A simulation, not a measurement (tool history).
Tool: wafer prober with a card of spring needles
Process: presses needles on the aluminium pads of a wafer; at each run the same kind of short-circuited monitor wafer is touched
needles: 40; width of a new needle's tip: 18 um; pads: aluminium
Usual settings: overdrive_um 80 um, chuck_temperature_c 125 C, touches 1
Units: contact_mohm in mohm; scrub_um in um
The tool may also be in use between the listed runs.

| run | hour | overdrive_um | chuck_temperature_c | touches | contact_mohm | scrub_um |
|---|---|---|---|---|---|---|
| 1 | 0.0 | 80 | 125 | 1 | 272 | 19.57 |
| 2 | 17.2 | 80 | 125 | 1 | 231 | 19.52 |
| 3 | 40.0 | 80 | 125 | 1 | 267 | 19.52 |
| 4 | 53.8 | 80 | 125 | 1 | 281 | 19.56 |
| 5 | 77.1 | 80 | 125 | 1 | 263 | 19.53 |
| 6 | 89.2 | 80 | 125 | 1 | 275 | 19.51 |
| 7 | 108.7 | 80 | 25 | 1 | 236 | 19.52 |
| 8 | 127.4 | 80 | 25 | 1 | 255 | 19.50 |
| 9 | 150.9 | 80 | 65 | 1 | 239 | 19.45 |
| 10 | 162.6 | 80 | 65 | 1 | 257 | 19.47 |
| 11 | 177.8 | 80 | 65 | 1 | 274 | 19.47 |
| 12 | 195.0 | 80 | 65 | 1 | 243 | 19.50 |
| 13 | 208.3 | 63 | 65 | 1 | 292 | 15.25 |
| 14 | 230.9 | 63 | 65 | 1 | 236 | 15.21 |
| 15 | 242.2 | 98 | 88 | 2 | 229 | 23.67 |
| 16 | 260.9 | 62 | 29 | 1 | 311 | 14.82 |
| 17 | 284.0 | 84 | 63 | 1 | 246 | 20.77 |
| 18 | 305.0 | 84 | 63 | 1 | 268 | 20.77 |
| 19 | 331.1 | 70 | 38 | 1 | 263 | 17.26 |
| 20 | 346.0 | 91 | 125 | 1 | 262 | 22.46 |
| 21 | 370.9 | 80 | 124 | 1 | 263 | 19.74 |
| 22 | 395.9 | 81 | 50 | 1 | 214 | 19.91 |
| 23 | 416.1 | 71 | 55 | 1 | 270 | 17.49 |
| 24 | 431.5 | 88 | 125 | 1 | 265 | 21.66 |
| 25 | 455.5 | 61 | 72 | 1 | 284 | 14.97 |
| 26 | 481.9 | 80 | 125 | 2 | 228 | 19.62 |
| 27 | 493.2 | 80 | 125 | 2 | 240 | 19.65 |

Taken out of this log: 14 entries between the listed runs. Where each belongs, and how the hidden state differs across it:
Between runs 1 and 2: tips cleaned on abrasive film (hour 16.2)
  debris on the tips, nm: 79.5 -> 11.8; way that the needles fall short of the set height, um: 0.84 -> 0.93; tips' diameter, um: 18.3 -> 18.32
  measured less the result without the state, contact_mohm: +51 -> +8 mohm; scrub_um: -0.21 -> -0.22 um
Between runs 4 and 5: tips cleaned on abrasive film (hour 57.6)
  debris on the tips, nm: 91.4 -> 63.9; way that the needles fall short of the set height, um: 0.93 -> 1.01; tips' diameter, um: 18.32 -> 18.36
  measured less the result without the state, contact_mohm: +58 -> +42 mohm; scrub_um: -0.23 -> -0.25 um
Between runs 6 and 7: tips cleaned on abrasive film (hour 98.6)
  debris on the tips, nm: 84.1 -> 44.9; way that the needles fall short of the set height, um: 1.01 -> 1.1; tips' diameter, um: 18.36 -> 18.38
  measured less the result without the state, contact_mohm: +54 -> +35 mohm; scrub_um: -0.26 -> -0.27 um
Between runs 8 and 9: tips cleaned on abrasive film (hour 140.2)
  debris on the tips, nm: 81.7 -> 40.8; way that the needles fall short of the set height, um: 1.1 -> 1.21; tips' diameter, um: 18.38 -> 18.42
  measured less the result without the state, contact_mohm: +61 -> +30 mohm; scrub_um: -0.27 -> -0.30 um
Between runs 11 and 12: tips cleaned on abrasive film (hour 181.8)
  debris on the tips, nm: 91 -> 46.1; way that the needles fall short of the set height, um: 1.21 -> 1.3; tips' diameter, um: 18.42 -> 18.45
  measured less the result without the state, contact_mohm: +66 -> +34 mohm; scrub_um: -0.30 -> -0.32 um
Between runs 13 and 14: tips cleaned on abrasive film (hour 224.7)
  debris on the tips, nm: 73.8 -> 25; way that the needles fall short of the set height, um: 1.3 -> 1.42; tips' diameter, um: 18.45 -> 18.5
  measured less the result without the state, contact_mohm: +82 -> +28 mohm; scrub_um: -0.32 -> -0.35 um
Between runs 14 and 15: height of the first contact set anew (hour 233.5)
  debris on the tips, nm: 25 -> 53.2; way that the needles fall short of the set height, um: 1.42 -> 2.07
  measured less the result without the state, contact_mohm: +28 -> +16 mohm; scrub_um: -0.35 -> -0.51 um
Between runs 16 and 17: tips cleaned on abrasive film (hour 267.5); height of the first contact set anew, once more (hour 276.5)
  debris on the tips, nm: 87.9 -> 57.7; way that the needles fall short of the set height, um: 2.07 -> 0; tips' diameter, um: 18.5 -> 18.53
  measured less the result without the state, contact_mohm: +110 -> +38 mohm; scrub_um: -0.51 -> +0.00 um
Between runs 18 and 19: tips cleaned on abrasive film (hour 310.7)
  debris on the tips, nm: 92 -> 62.5; way that the needles fall short of the set height, um: 0 -> 0.12; tips' diameter, um: 18.53 -> 18.57
  measured less the result without the state, contact_mohm: +60 -> +59 mohm; scrub_um: +0.00 -> -0.03 um
Between runs 20 and 21: tips cleaned on abrasive film (hour 353.4)
  debris on the tips, nm: 86.8 -> 58; way that the needles fall short of the set height, um: 0.12 -> 0.21; tips' diameter, um: 18.57 -> 18.6
  measured less the result without the state, contact_mohm: +44 -> +38 mohm; scrub_um: -0.03 -> -0.05 um
Between runs 21 and 22: tips cleaned on abrasive film (hour 394.7)
  debris on the tips, nm: 58 -> 12.1; way that the needles fall short of the set height, um: 0.21 -> 0.33; tips' diameter, um: 18.6 -> 18.64
  measured less the result without the state, contact_mohm: +38 -> +9 mohm; scrub_um: -0.05 -> -0.08 um
Between runs 24 and 25: tips cleaned on abrasive film (hour 436.2)
  debris on the tips, nm: 89.3 -> 61.3; way that the needles fall short of the set height, um: 0.33 -> 0.45; tips' diameter, um: 18.64 -> 18.68
  measured less the result without the state, contact_mohm: +48 -> +72 mohm; scrub_um: -0.08 -> -0.12 um
Between runs 25 and 26: tips cleaned on abrasive film (hour 477.9)
  debris on the tips, nm: 61.3 -> 19.9; way that the needles fall short of the set height, um: 0.45 -> 0.57; tips' diameter, um: 18.68 -> 18.72
  measured less the result without the state, contact_mohm: +72 -> +8 mohm; scrub_um: -0.12 -> -0.14 um
